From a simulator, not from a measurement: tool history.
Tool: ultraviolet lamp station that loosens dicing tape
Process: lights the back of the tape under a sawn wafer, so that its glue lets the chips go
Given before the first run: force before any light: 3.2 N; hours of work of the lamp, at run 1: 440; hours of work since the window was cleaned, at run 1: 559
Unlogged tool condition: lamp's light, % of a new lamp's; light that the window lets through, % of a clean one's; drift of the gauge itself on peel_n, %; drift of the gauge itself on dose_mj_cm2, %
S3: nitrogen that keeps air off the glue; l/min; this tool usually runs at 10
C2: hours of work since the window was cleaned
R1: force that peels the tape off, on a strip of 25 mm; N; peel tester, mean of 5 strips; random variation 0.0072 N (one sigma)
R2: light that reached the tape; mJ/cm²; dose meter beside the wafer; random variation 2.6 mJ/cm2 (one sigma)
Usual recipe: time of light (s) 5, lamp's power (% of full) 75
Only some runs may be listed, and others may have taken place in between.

Run 1, hour 0.0: usual settings; hours of work of the lamp 440; C2 559. Result: R1 0.390 N, R2 261 mJ/cm².
Run 2, hour 26.8: usual settings but time of light (s) 3; hours of work of the lamp 451; C2 570. Result: R1 0.801 N, R2 159 mJ/cm².
Run 3, hour 63.1: usual settings; hours of work of the lamp 467; C2 586. Result: R1 0.375 N, R2 258 mJ/cm².
Run 4, hour 100.6: usual settings; hours of work of the lamp 483; C2 602. Result: R1 0.382 N, R2 258 mJ/cm².
Run 5, hour 119.9: usual settings; hours of work of the lamp 491; C2 610. Result: R1 0.391 N, R2 257 mJ/cm².
At hour 131.9: window cleaned of glue's vapour.
Run 6, hour 156.5: usual settings but lamp's power (% of full) 93; hours of work of the lamp 506; C2 10. Result: R1 0.221 N, R2 352 mJ/cm².
Run 7, hour 188.4: usual settings but lamp's power (% of full) 93; hours of work of the lamp 520; C2 24. Result: R1 0.227 N, R2 350 mJ/cm².
Run 8, hour 224.9: usual settings; hours of work of the lamp 535; C2 40. Result: R1 0.324 N, R2 282 mJ/cm².
Run 9, hour 253.6: usual settings but S3 17 l/min; hours of work of the lamp 547; C2 52. Result: R1 0.259 N, R2 283 mJ/cm².
Run 10, hour 286.4: usual settings but S3 17 l/min; hours of work of the lamp 561; C2 66. Result: R1 0.282 N, R2 281 mJ/cm².
Run 11, hour 304.0: usual settings but S3 17 l/min; hours of work of the lamp 569; C2 73. Result: R1 0.272 N, R2 278 mJ/cm².
Run 12, hour 344.1: usual settings but S3 17 l/min; hours of work of the lamp 586; C2 90. Result: R1 0.292 N, R2 274 mJ/cm².
Run 13, hour 368.8: usual settings; hours of work of the lamp 597; C2 101. Result: R1 0.355 N, R2 276 mJ/cm².
Run 14, hour 389.6: usual settings; hours of work of the lamp 605; C2 110. Result: R1 0.349 N, R2 271 mJ/cm².
Run 15, hour 422.5: usual settings but S3 4 l/min; hours of work of the lamp 619; C2 124. Result: R1 0.539 N, R2 266 mJ/cm².
Run 16, hour 457.4: usual settings but lamp's power (% of full) 74; hours of work of the lamp 634; C2 139. Result: R1 0.364 N, R2 267 mJ/cm².
Run 17, hour 492.1: usual settings but lamp's power (% of full) 74; hours of work of the lamp 649; C2 153. Result: R1 0.374 N, R2 262 mJ/cm².
Run 18, hour 525.9: usual settings but time of light (s) 2; hours of work of the lamp 664; C2 168. Result: R1 1.281 N, R2 107 mJ/cm².
Run 19, hour 557.0: usual settings but time of light (s) 2, S3 8 l/min; hours of work of the lamp 677; C2 181. Result: R1 1.337 N, R2 107 mJ/cm².
Run 20, hour 597.0: usual settings but time of light (s) 2, S3 8 l/min; hours of work of the lamp 694; C2 198. Result: R1 1.314 N, R2 107 mJ/cm².
Run 21, hour 621.4: usual settings but time of light (s) 2, S3 8 l/min; hours of work of the lamp 704; C2 209. Result: R1 1.341 N, R2 104 mJ/cm².
Run 22, hour 649.7: usual settings but time of light (s) 2, S3 8 l/min; hours of work of the lamp 716; C2 221. Result: R1 1.333 N, R2 105 mJ/cm².
Run 23, hour 677.8: usual settings but time of light (s) 9, lamp's power (% of full) 64, S3 8 l/min; hours of work of the lamp 728; C2 233. Result: R1 0.198 N, R2 396 mJ/cm².
Run 24, hour 708.0: usual settings but time of light (s) 3, lamp's power (% of full) 66, S3 9 l/min; hours of work of the lamp 741; C2 245. Result: R1 0.964 N, R2 138 mJ/cm².
Run 25, hour 737.7: usual settings but time of light (s) 3, lamp's power (% of full) 66, S3 18 l/min; hours of work of the lamp 754; C2 258. Result: R1 0.786 N, R2 139 mJ/cm².
Run 26, hour 757.6: usual settings but time of light (s) 9, lamp's power (% of full) 87; hours of work of the lamp 762; C2 267. Result: R1 0.132 N, R2 534 mJ/cm².
Run 27, hour 790.8: usual settings but time of light (s) 7, lamp's power (% of full) 78, S3 9 l/min; hours of work of the lamp 776; C2 281. Result: R1 0.214 N, R2 375 mJ/cm².
Run 28, hour 825.7: usual settings but time of light (s) 3; hours of work of the lamp 791; C2 296. Result: R1 0.844 N, R2 153 mJ/cm².
Run 29, hour 847.0: usual settings but time of light (s) 3; hours of work of the lamp 800; C2 305. Result: R1 0.848 N, R2 149 mJ/cm².
Run 30, hour 885.9: usual settings but time of light (s) 3; hours of work of the lamp 817; C2 321. Result: R1 0.830 N, R2 151 mJ/cm².
Run 31, hour 914.9: usual settings but time of light (s) 3; hours of work of the lamp 829; C2 334. Result: R1 0.837 N, R2 147 mJ/cm².
Run 32, hour 941.3: usual settings but time of light (s) 3; hours of work of the lamp 840; C2 345. Result: R1 0.883 N, R2 148 mJ/cm².
Run 33, hour 971.2: usual settings but time of light (s) 3; hours of work of the lamp 853; C2 358. Result: R1 0.886 N, R2 148 mJ/cm².
Run 34, hour 993.4: usual settings but time of light (s) 2, lamp's power (% of full) 60; hours of work of the lamp 863; C2 367. Result: R1 1.559 N, R2 81 mJ/cm².
Run 35, hour 1033.9: usual settings but time of light (s) 2, lamp's power (% of full) 60; hours of work of the lamp 880; C2 384. Result: R1 1.634 N, R2 78 mJ/cm².
Run 36, hour 1063.7: usual settings but time of light (s) 2, lamp's power (% of full) 60; hours of work of the lamp 893; C2 397. Result: R1 1.596 N, R2 80 mJ/cm².
Run 37, hour 1103.9: usual settings but time of light (s) 2, lamp's power (% of full) 60; hours of work of the lamp 910; C2 414. Result: R1 1.592 N, R2 77 mJ/cm².
Run 38, hour 1142.4: usual settings but lamp's power (% of full) 73, S3 4 l/min; hours of work of the lamp 926; C2 431. Result: R1 0.697 N, R2 229 mJ/cm².
Run 39, hour 1171.6: usual settings but S3 6 l/min; hours of work of the lamp 939; C2 443. Result: R1 0.569 N, R2 232 mJ/cm².
Run 40, hour 1200.7: usual settings but S3 6 l/min; hours of work of the lamp 951; C2 455. Result: R1 0.551 N, R2 238 mJ/cm².
Run 41, hour 1220.2: usual settings but time of light (s) 8, lamp's power (% of full) 64, S3 5 l/min; hours of work of the lamp 959; C2 464. Result: R1 0.388 N, R2 323 mJ/cm².
Run 42, hour 1261.3: usual settings but time of light (s) 8, lamp's power (% of full) 64, S3 5 l/min; hours of work of the lamp 977; C2 481. Result: R1 0.383 N, R2 320 mJ/cm².
Run 43, hour 1287.0: usual settings but time of light (s) 4, lamp's power (% of full) 64, S3 5 l/min; hours of work of the lamp 988; C2 492. Result: R1 1.025 N, R2 160 mJ/cm².

5 options for the next run, each taken on its own from the tool as it stands now. Forecast them:
Run A, hour 1318.7: usual settings but time of light (s) 6, lamp's power (% of full) 67, S3 14 l/min; hours of work of the lamp 1001; C2 506. Result: R1 ?, R2 ?.
Run B, hour 1318.7: usual settings but time of light (s) 6; hours of work of the lamp 1001; C2 506. Result: R1 ?, R2 ?.
Run C, hour 1318.7: usual settings but lamp's power (% of full) 63, S3 13 l/min; hours of work of the lamp 1001; C2 506. Result: R1 ?, R2 ?.
Run D, hour 1318.7: usual settings but time of light (s) 4, lamp's power (% of full) 69, S3 5 l/min; hours of work of the lamp 1001; C2 506. Result: R1 ?, R2 ?.
Run E, hour 1318.7: usual settings but time of light (s) 4, lamp's power (% of full) 64, S3 12 l/min; hours of work of the lamp 1001; C2 506. Result: R1 ?, R2 ?.

run     R1   R2
  A  0.362  246
  B  0.330  278
  C  0.581  194
  D  0.909  169
  E  0.755  158
With no hidden state in the tool, these same runs would have given:
run     R1   R2
  A  0.204  346
  B  0.184  389
  C  0.333  272
  D  0.580  237
  E  0.458  221
